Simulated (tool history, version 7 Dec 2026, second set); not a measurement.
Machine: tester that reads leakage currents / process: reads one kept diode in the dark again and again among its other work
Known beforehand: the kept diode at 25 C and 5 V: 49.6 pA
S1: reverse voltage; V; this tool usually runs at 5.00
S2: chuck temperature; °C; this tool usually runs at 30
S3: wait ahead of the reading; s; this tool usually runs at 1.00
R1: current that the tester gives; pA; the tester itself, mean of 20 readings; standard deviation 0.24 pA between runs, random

run 1 hour=0.0 | S1=5.00 S2=30 S3=1.00 | R1=77.84
run 2 hour=29.8 | S1=5.00 S2=30 S3=0.30 | R1=81.69
run 3 hour=46.8 | S1=5.00 S2=55 S3=1.00 | R1=495.78
run 4 hour=77.4 | S1=5.00 S2=55 S3=1.00 | R1=493.76
run 5 hour=112.4 | S1=5.00 S2=55 S3=1.00 | R1=494.67
run 6 hour=131.7 | S1=5.00 S2=55 S3=1.00 | R1=497.00
run 7 hour=157.6 | S1=5.00 S2=55 S3=1.00 | R1=491.81
run 8 hour=179.5 | S1=5.00 S2=55 S3=1.00 | R1=494.16
run 9 hour=211.5 | S1=5.00 S2=55 S3=1.00 | R1=494.84
run 10 hour=227.3 | S1=11.75 S2=30 S3=1.00 | R1=119.42
run 11 hour=251.5 | S1=4.67 S2=58 S3=0.87 | R1=588.21
run 12 hour=272.8 | S1=5.00 S2=44 S3=0.98 | R1=224.99
run 13 hour=297.3 | S1=4.83 S2=23 S3=2.56 | R1=42.95
run 14 hour=325.4 | S1=5.00 S2=21 S3=0.65 | R1=39.73
run 15 hour=345.7 | S1=4.54 S2=33 S3=2.58 | R1=92.84
run 16 hour=359.9 | S1=5.00 S2=54 S3=6.23 | R1=455.50
run 17 hour=389.6 | S1=5.00 S2=54 S3=6.23 | R1=456.33
run 18 hour=417.5 | S1=5.00 S2=56 S3=6.23 | R1=525.66
run 19 hour=449.0 | S1=5.00 S2=56 S3=6.23 | R1=528.50

Alternative continuations, all from the tool just after run 19; predict every row:
run A hour=475.3 | S1=10.30 S2=30 S3=1.00 | R1=?
run B hour=475.3 | S1=16.12 S2=30 S3=8.94 | R1=?
run C hour=475.3 | S1=2.31 S2=56 S3=0.38 | R1=?

run=A R1=111.99
run=B R1=135.49
run=C R1=370.91
Stripped of hidden state, with their random variation kept, the same runs would have yielded:
run=A R1=109.11
run=B R1=129.85
run=C R1=379.62

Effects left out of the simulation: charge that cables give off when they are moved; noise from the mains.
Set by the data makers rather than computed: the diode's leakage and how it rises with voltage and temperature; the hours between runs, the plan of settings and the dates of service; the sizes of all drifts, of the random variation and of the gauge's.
